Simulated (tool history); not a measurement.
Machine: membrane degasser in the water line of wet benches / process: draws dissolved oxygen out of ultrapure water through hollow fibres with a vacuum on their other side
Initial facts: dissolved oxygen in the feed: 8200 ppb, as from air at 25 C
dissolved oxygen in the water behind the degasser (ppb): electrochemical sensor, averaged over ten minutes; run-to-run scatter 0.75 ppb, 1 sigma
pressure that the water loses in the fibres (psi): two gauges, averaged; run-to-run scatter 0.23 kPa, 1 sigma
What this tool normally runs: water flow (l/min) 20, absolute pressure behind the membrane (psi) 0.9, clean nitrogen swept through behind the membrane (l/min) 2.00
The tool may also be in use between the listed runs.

run	hour	water flow (l/min)	absolute pressure behind the membrane (psi)	clean nitrogen swept through behind the membrane (l/min)	dissolved oxygen in the water behind the degasser (ppb)	pressure that the water loses in the fibres (psi)
1	0.0	20	0.9	2.00	69.0	8.344
2	70.8	20	0.9	2.00	68.6	8.299
3	203.0	20	0.9	2.00	68.9	8.399
4	367.2	20	0.9	2.00	67.5	8.286
5	530.8	20	0.9	2.00	68.4	8.356
6	606.7	20	0.9	5.14	29.8	8.401
7	708.0	20	0.9	5.14	28.4	8.377
8	821.6	20	0.9	1.76	77.9	8.425
9	952.2	20	0.9	1.76	77.2	8.267

Estimate the outcome of run 10 from the log above:
10	1026.7	20	0.9	1.76	?	?

dissolved oxygen in the water behind the degasser (ppb): 75.5
pressure that the water loses in the fibres (psi): 8.343
Without the tool's hidden state the same run would have given dissolved oxygen in the water behind the degasser (ppb) 75.5, pressure that the water loses in the fibres (psi) 8.341.

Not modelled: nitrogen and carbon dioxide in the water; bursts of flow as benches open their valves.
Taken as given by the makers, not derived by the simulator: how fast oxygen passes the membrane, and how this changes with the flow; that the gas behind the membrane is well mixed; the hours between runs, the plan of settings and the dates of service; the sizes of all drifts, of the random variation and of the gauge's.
